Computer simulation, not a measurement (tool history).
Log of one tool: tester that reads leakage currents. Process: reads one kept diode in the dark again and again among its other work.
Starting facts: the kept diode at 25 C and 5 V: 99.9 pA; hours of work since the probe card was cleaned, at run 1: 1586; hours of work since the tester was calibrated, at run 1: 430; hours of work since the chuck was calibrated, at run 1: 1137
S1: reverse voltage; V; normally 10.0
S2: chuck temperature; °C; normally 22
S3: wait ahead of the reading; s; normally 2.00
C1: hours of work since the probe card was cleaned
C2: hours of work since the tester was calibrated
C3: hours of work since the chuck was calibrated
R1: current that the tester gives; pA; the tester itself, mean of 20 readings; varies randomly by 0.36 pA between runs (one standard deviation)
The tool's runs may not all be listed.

run	hour	S1	S2	S3	C1	C2	C3	R1
1	0.0	10.0	22	2.00	1586	430	1137	128.45
2	30.2	10.0	22	2.00	1601	445	1152	128.56
3	59.9	10.0	22	2.00	1616	460	1167	128.72
4	73.0	10.0	22	2.00	1622	466	1173	128.67
5	93.4	10.0	22	2.00	1632	476	1183	128.48
6	111.6	1.3	22	2.00	1641	486	1192	41.38
7	127.2	1.3	22	2.00	1649	493	1200	41.35
8	147.8	3.3	22	2.00	1660	504	1211	69.57
9	175.9	10.0	22	2.00	1673	518	1225	129.80
10	204.1	10.0	22	2.00	1688	532	1239	129.50
11	231.1	10.0	22	2.00	1701	545	1252	129.32
12	248.0	10.0	22	2.00	1709	554	1261	129.50
13	267.6	7.9	22	2.00	1719	563	1270	113.66
14	287.6	10.0	22	2.00	1729	573	1280	129.76
15	304.8	4.0	22	2.00	1738	582	1289	77.55
16	332.8	4.0	22	2.00	1752	596	1303	78.08
17	356.0	4.0	54	4.73	1763	607	1314	722.91
18	374.7	4.0	54	4.73	1773	617	1324	729.51
19	402.1	8.6	54	7.86	1786	630	1337	1111.34
# hour 413.6: chuck's temperature calibrated
20	418.5	18.7	32	2.00	1793	638	2	365.60
21	439.5	14.4	33	1.07	1804	648	13	339.94

Run 22 is up next; what results do you expect?
22	457.5	1.1	22	7.28	1813	657	22	?

{"run 22": {"R1": 35.47}}
With the hidden condition absent and the run-to-run variation left alone, this run would have shown R1 34.52 pA.

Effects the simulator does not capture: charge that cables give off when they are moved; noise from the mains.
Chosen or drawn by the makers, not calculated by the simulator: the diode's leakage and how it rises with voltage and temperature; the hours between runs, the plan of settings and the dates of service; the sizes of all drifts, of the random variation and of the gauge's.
